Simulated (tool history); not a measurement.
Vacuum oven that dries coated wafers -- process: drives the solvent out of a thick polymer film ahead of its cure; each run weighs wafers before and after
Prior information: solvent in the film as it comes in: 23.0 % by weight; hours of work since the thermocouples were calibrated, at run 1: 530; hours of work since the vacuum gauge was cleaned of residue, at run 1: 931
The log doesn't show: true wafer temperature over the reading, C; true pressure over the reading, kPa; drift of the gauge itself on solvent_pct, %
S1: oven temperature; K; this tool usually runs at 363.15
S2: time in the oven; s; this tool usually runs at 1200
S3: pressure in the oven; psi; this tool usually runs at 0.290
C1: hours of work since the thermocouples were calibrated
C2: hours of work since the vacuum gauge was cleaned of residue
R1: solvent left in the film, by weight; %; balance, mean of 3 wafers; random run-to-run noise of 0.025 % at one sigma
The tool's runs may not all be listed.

run	hour	S1	S2	S3	C1	C2	R1
1	0.0	363.15	1200	0.290	530	931	6.37
2	37.3	350.15	1200	0.290	550	951	10.97
3	77.4	363.15	1200	0.290	571	972	6.35
4	126.5	363.15	1560	0.290	597	998	4.83
5	167.5	363.15	1560	0.290	619	1020	4.78
6	189.3	363.15	1200	0.290	630	1032	6.30
7	231.1	363.15	1200	0.290	653	1054	6.34
8	273.4	363.15	1320	0.290	675	1076	5.76
9	307.8	363.15	1320	0.290	693	1094	5.75
10	327.9	363.15	1320	0.290	704	1105	5.70
11	354.9	363.15	1320	0.290	718	1119	5.76
12	383.7	363.15	1320	0.290	733	1134	5.71
13	426.1	374.15	1200	0.290	756	1157	3.10
# hour 455.1: oven's thermocouples calibrated
14	455.1	374.15	1200	0.290	0	1171	3.25
15	489.6	363.15	1080	0.367	18	1189	7.46
16	535.9	349.15	1440	0.715	43	1214	12.47
# hour 541.2: vacuum gauge cleaned of residue and calibrated
17	585.1	349.15	1440	0.715	68	23	12.69
18	630.6	349.15	1440	0.715	92	47	12.62
19	666.7	352.15	1200	0.290	111	66	10.59
20	689.5	363.15	720	0.606	123	79	10.71
21	724.0	354.15	1200	0.289	142	97	9.86
# hour 745.4: vacuum gauge cleaned of residue and calibrated, once more
22	749.8	354.15	1200	0.289	154	2	9.36
23	773.3	362.15	1500	0.170	167	15	4.72
24	814.0	358.15	1500	0.383	188	36	6.84
25	836.4	358.15	1500	0.383	200	48	6.87

What differs in the tool's unlogged condition from the final listed run ahead of each entry between runs to the first listed run following it?
Run 13 -> run 14: oven's thermocouples calibrated (hour 455.1)
  true wafer temperature over the reading, C: 0.68 -> -0.01; true pressure over the reading, kPa: 0.468 -> 0.474
  difference, measured minus the result without the unlogged condition, R1: +0.02 -> +0.18 %
Run 16 -> run 17: vacuum gauge cleaned of residue and calibrated (hour 541.2)
  true wafer temperature over the reading, C: 0.06 -> 0.11; true pressure over the reading, kPa: 0.493 -> 0.822
  difference, measured minus the result without the unlogged condition, R1: +0.32 -> +0.52 %
Run 21 -> run 22: vacuum gauge cleaned of residue and calibrated, once more (hour 745.4)
  true wafer temperature over the reading, C: 0.23 -> 0.25; true pressure over the reading, kPa: 0.851 -> 0.009
  difference, measured minus the result without the unlogged condition, R1: +0.41 -> -0.08 %
